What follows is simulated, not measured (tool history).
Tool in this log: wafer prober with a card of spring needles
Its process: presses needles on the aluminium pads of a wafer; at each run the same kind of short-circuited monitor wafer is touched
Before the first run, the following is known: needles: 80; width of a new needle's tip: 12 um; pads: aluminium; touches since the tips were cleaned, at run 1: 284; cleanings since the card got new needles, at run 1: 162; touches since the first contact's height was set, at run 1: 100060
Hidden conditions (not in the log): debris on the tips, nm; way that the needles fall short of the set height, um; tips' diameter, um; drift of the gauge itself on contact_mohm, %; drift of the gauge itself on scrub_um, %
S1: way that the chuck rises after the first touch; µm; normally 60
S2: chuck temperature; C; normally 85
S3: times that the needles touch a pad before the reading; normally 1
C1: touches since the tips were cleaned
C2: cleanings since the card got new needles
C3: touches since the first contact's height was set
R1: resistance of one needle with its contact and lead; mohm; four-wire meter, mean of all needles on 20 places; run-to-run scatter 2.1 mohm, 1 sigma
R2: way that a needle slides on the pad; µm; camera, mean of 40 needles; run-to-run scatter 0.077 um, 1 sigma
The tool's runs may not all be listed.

Run 1, hour 0.0: usual settings; C1 284; C2 162; C3 100060. Result: R1 251 mohm, R2 14.36 µm.
At hour 6.0: tips cleaned on abrasive film.
At hour 13.5: tips cleaned on abrasive film.
At hour 21.1: tips cleaned on abrasive film.
At hour 28.6: tips cleaned on abrasive film.
At hour 36.1: tips cleaned on abrasive film.
At hour 42.1: tips cleaned on abrasive film.
At hour 49.6: tips cleaned on abrasive film.
At hour 55.6: tips cleaned on abrasive film.
At hour 63.2: tips cleaned on abrasive film.
Run 2, hour 65.7: usual settings; C1 1127; C2 171; C3 128940. Result: R1 268 mohm, R2 14.08 µm.
At hour 70.2: tips cleaned on abrasive film.
At hour 76.3: tips cleaned on abrasive film.
At hour 83.8: tips cleaned on abrasive film.
At hour 91.3: tips cleaned on abrasive film.
At hour 98.8: tips cleaned on abrasive film.
At hour 106.3: tips cleaned on abrasive film.
At hour 113.8: tips cleaned on abrasive film.
At hour 121.3: tips cleaned on abrasive film.
At hour 127.4: tips cleaned on abrasive film.
At hour 134.9: tips cleaned on abrasive film.
At hour 142.4: tips cleaned on abrasive film.
Run 3, hour 147.9: usual settings; C1 2463; C2 182; C3 165103. Result: R1 297 mohm, R2 13.79 µm.
At hour 149.5: tips cleaned on abrasive film.
At hour 155.5: tips cleaned on abrasive film.
At hour 163.0: tips cleaned on abrasive film.
At hour 170.5: tips cleaned on abrasive film.
At hour 178.0: tips cleaned on abrasive film.
At hour 185.6: tips cleaned on abrasive film.
At hour 193.1: tips cleaned on abrasive film.
Run 4, hour 193.2: usual settings but S3 2; C1 70; C2 189; C3 184995. Result: R1 244 mohm, R2 13.61 µm.
At hour 199.3: tips cleaned on abrasive film.
At hour 206.8: tips cleaned on abrasive film.
At hour 214.3: tips cleaned on abrasive film.
At hour 221.8: tips cleaned on abrasive film.
At hour 229.3: tips cleaned on abrasive film.
At hour 236.8: tips cleaned on abrasive film.
At hour 242.8: tips cleaned on abrasive film.
Run 5, hour 246.9: usual settings but S3 2; C1 1825; C2 196; C3 208625. Result: R1 267 mohm, R2 13.48 µm.
At hour 250.0: tips cleaned on abrasive film.
At hour 253.3: height of the first contact set anew.
At hour 257.8: tips cleaned on abrasive film.
At hour 265.3: tips cleaned on abrasive film.
At hour 272.8: tips cleaned on abrasive film.
At hour 280.3: tips cleaned on abrasive film.
At hour 287.8: tips cleaned on abrasive film.
At hour 295.4: tips cleaned on abrasive film.
At hour 301.4: tips cleaned on abrasive film.
Run 6, hour 304.1: usual settings but S3 2; C1 1211; C2 204; C3 22356. Result: R1 261 mohm, R2 12.89 µm.
At hour 308.7: tips cleaned on abrasive film.
At hour 316.2: tips cleaned on abrasive film.
At hour 323.7: tips cleaned on abrasive film.
At hour 331.2: tips cleaned on abrasive film.
At hour 338.7: tips cleaned on abrasive film.
At hour 346.2: tips cleaned on abrasive film.
At hour 352.2: tips cleaned on abrasive film.
At hour 359.7: tips cleaned on abrasive film.
At hour 367.3: tips cleaned on abrasive film.
At hour 374.8: tips cleaned on abrasive film.
Run 7, hour 376.3: usual settings but S3 2; C1 685; C2 214; C3 54096. Result: R1 254 mohm, R2 12.57 µm.
At hour 380.9: tips cleaned on abrasive film.
At hour 386.9: tips cleaned on abrasive film.
At hour 394.4: tips cleaned on abrasive film.
At hour 400.4: tips cleaned on abrasive film.
At hour 408.0: tips cleaned on abrasive film.
At hour 415.5: tips cleaned on abrasive film.
At hour 421.5: tips cleaned on abrasive film.
Run 8, hour 424.1: usual settings but S3 2; C1 1144; C2 221; C3 75075. Result: R1 265 mohm, R2 12.50 µm.
At hour 428.6: tips cleaned on abrasive film.
At hour 436.1: tips cleaned on abrasive film.
At hour 443.6: tips cleaned on abrasive film.
At hour 449.7: tips cleaned on abrasive film.
At hour 457.2: tips cleaned on abrasive film.
At hour 464.7: tips cleaned on abrasive film.
At hour 472.2: tips cleaned on abrasive film.
Run 9, hour 472.7: usual settings; C1 232; C2 228; C3 96452. Result: R1 254 mohm, R2 12.29 µm.
At hour 478.7: tips cleaned on abrasive film.
At hour 486.3: tips cleaned on abrasive film.
At hour 493.8: tips cleaned on abrasive film.
At hour 501.3: tips cleaned on abrasive film.
At hour 508.8: tips cleaned on abrasive film.
At hour 516.3: tips cleaned on abrasive film.
At hour 522.3: tips cleaned on abrasive film.
Run 10, hour 527.0: usual settings; C1 2078; C2 235; C3 120334. Result: R1 308 mohm, R2 12.05 µm.
At hour 528.6: tips cleaned on abrasive film.
At hour 531.8: height of the first contact set anew, once more.
At hour 536.4: tips cleaned on abrasive film.
At hour 543.9: tips cleaned on abrasive film.
At hour 549.9: tips cleaned on abrasive film.
At hour 557.4: tips cleaned on abrasive film.
At hour 564.9: tips cleaned on abrasive film.
Run 11, hour 568.4: usual settings; C1 1564; C2 241; C3 16101. Result: R1 282 mohm, R2 14.69 µm.
At hour 571.5: tips cleaned on abrasive film.
At hour 579.0: tips cleaned on abrasive film.
At hour 586.5: tips cleaned on abrasive film.
At hour 594.0: tips cleaned on abrasive film.
At hour 601.5: tips cleaned on abrasive film.
At hour 609.1: tips cleaned on abrasive film.
Run 12, hour 612.9: usual settings; C1 1733; C2 247; C3 35675. Result: R1 284 mohm, R2 14.65 µm.
At hour 616.0: tips cleaned on abrasive film.
At hour 623.5: tips cleaned on abrasive film.
At hour 629.6: tips cleaned on abrasive film.
At hour 637.1: tips cleaned on abrasive film.
At hour 644.6: tips cleaned on abrasive film.
At hour 652.1: tips cleaned on abrasive film.
At hour 659.6: tips cleaned on abrasive film.
At hour 667.1: tips cleaned on abrasive film.
At hour 674.6: tips cleaned on abrasive film.
At hour 680.6: tips cleaned on abrasive film.
At hour 688.2: tips cleaned on abrasive film.
Run 13, hour 690.1: usual settings but S3 2; C1 872; C2 258; C3 69585. Result: R1 257 mohm, R2 14.33 µm.
At hour 694.7: tips cleaned on abrasive film.
At hour 700.7: tips cleaned on abrasive film.
At hour 708.2: tips cleaned on abrasive film.
At hour 715.7: tips cleaned on abrasive film.
At hour 723.2: tips cleaned on abrasive film.
At hour 730.7: tips cleaned on abrasive film.
At hour 738.2: tips cleaned on abrasive film.
At hour 745.8: tips cleaned on abrasive film.
At hour 751.8: tips cleaned on abrasive film.
At hour 759.3: tips cleaned on abrasive film.
At hour 766.0: tips cleaned on abrasive film.
Run 14, hour 766.0: usual settings but S1 54 µm, S2 28 C, S3 3; C1 0; C2 269; C3 102910. Result: R1 233 mohm, R2 12.75 µm.
At hour 773.5: tips cleaned on abrasive film.
At hour 779.5: tips cleaned on abrasive film.
At hour 787.0: tips cleaned on abrasive film.
At hour 793.0: tips cleaned on abrasive film.
At hour 800.6: tips cleaned on abrasive film.
Run 15, hour 803.9: usual settings but S1 54 µm, S2 28 C, S3 3; C1 1487; C2 274; C3 119595. Result: R1 247 mohm, R2 12.61 µm.
At hour 807.0: tips cleaned on abrasive film.
At hour 813.0: tips cleaned on abrasive film.
At hour 820.5: tips cleaned on abrasive film.
At hour 828.0: tips cleaned on abrasive film.
At hour 834.0: tips cleaned on abrasive film.
At hour 841.6: tips cleaned on abrasive film.
At hour 849.1: tips cleaned on abrasive film.
At hour 856.6: tips cleaned on abrasive film.
At hour 864.1: tips cleaned on abrasive film.
At hour 871.6: tips cleaned on abrasive film.
At hour 879.1: tips cleaned on abrasive film.
Run 16, hour 883.4: usual settings but S1 40 µm, S2 65 C, S3 2; C1 1900; C2 285; C3 154534. Result: R1 317 mohm, R2 8.82 µm.
At hour 886.4: tips cleaned on abrasive film.
At hour 893.9: tips cleaned on abrasive film.
At hour 901.5: tips cleaned on abrasive film.
At hour 907.5: tips cleaned on abrasive film.
At hour 915.0: tips cleaned on abrasive film.
At hour 922.5: tips cleaned on abrasive film.
Run 17, hour 925.6: usual settings but S1 41 µm, S2 43 C; C1 1399; C2 291; C3 173113. Result: R1 336 mohm, R2 8.99 µm.
At hour 928.7: tips cleaned on abrasive film.
At hour 934.7: tips cleaned on abrasive film.
At hour 942.3: tips cleaned on abrasive film.
At hour 949.8: tips cleaned on abrasive film.
At hour 957.3: tips cleaned on abrasive film.
At hour 963.3: tips cleaned on abrasive film.
At hour 970.8: tips cleaned on abrasive film.
At hour 978.3: tips cleaned on abrasive film.
At hour 984.6: tips cleaned on abrasive film.
Run 18, hour 984.6: usual settings but S1 59 µm, S2 32 C, S3 2; C1 0; C2 300; C3 199014. Result: R1 231 mohm, R2 13.27 µm.
At hour 990.7: tips cleaned on abrasive film.
At hour 998.2: tips cleaned on abrasive film.
At hour 1005.7: tips cleaned on abrasive film.
At hour 1011.9: height of the first contact set anew.
At hour 1013.5: tips cleaned on abrasive film.
At hour 1021.0: tips cleaned on abrasive film.
At hour 1028.5: tips cleaned on abrasive film.
At hour 1036.0: tips cleaned on abrasive film.
At hour 1043.6: tips cleaned on abrasive film.
Run 19, hour 1045.1: usual settings but S2 32 C, S3 2; C1 691; C2 308; C3 14567. Result: R1 243 mohm, R2 14.78 µm.

Predict each of these 3 candidate next runs independently; none follows another, all start after run 19:
At hour 1049.6: tips cleaned on abrasive film.
At hour 1055.7: tips cleaned on abrasive film.
At hour 1063.2: tips cleaned on abrasive film.
At hour 1070.7: tips cleaned on abrasive film.
At hour 1078.2: tips cleaned on abrasive film.
Run A, hour 1081.5: usual settings but S1 63 µm, S2 73 C, S3 3; C1 1471; C2 313; C3 30563. Result: R1 ?, R2 ?.
At hour 1049.6: tips cleaned on abrasive film.
At hour 1055.7: tips cleaned on abrasive film.
At hour 1063.2: tips cleaned on abrasive film.
At hour 1070.7: tips cleaned on abrasive film.
At hour 1078.2: tips cleaned on abrasive film.
Run B, hour 1081.5: usual settings but S1 56 µm, S2 118 C, S3 2; C1 1471; C2 313; C3 30563. Result: R1 ?, R2 ?.
At hour 1049.6: tips cleaned on abrasive film.
At hour 1055.7: tips cleaned on abrasive film.
At hour 1063.2: tips cleaned on abrasive film.
At hour 1070.7: tips cleaned on abrasive film.
At hour 1078.2: tips cleaned on abrasive film.
Run C, hour 1081.5: usual settings but S1 52 µm, S2 42 C, S3 2; C1 1471; C2 313; C3 30563. Result: R1 ?, R2 ?.

run   R1     R2
  A  247  15.31
  B  278  13.65
  C  268  12.63
Without the tool's unlogged condition, the same runs would have read:
run   R1     R2
  A  229  15.52
  B  245  13.86
  C  228  12.84
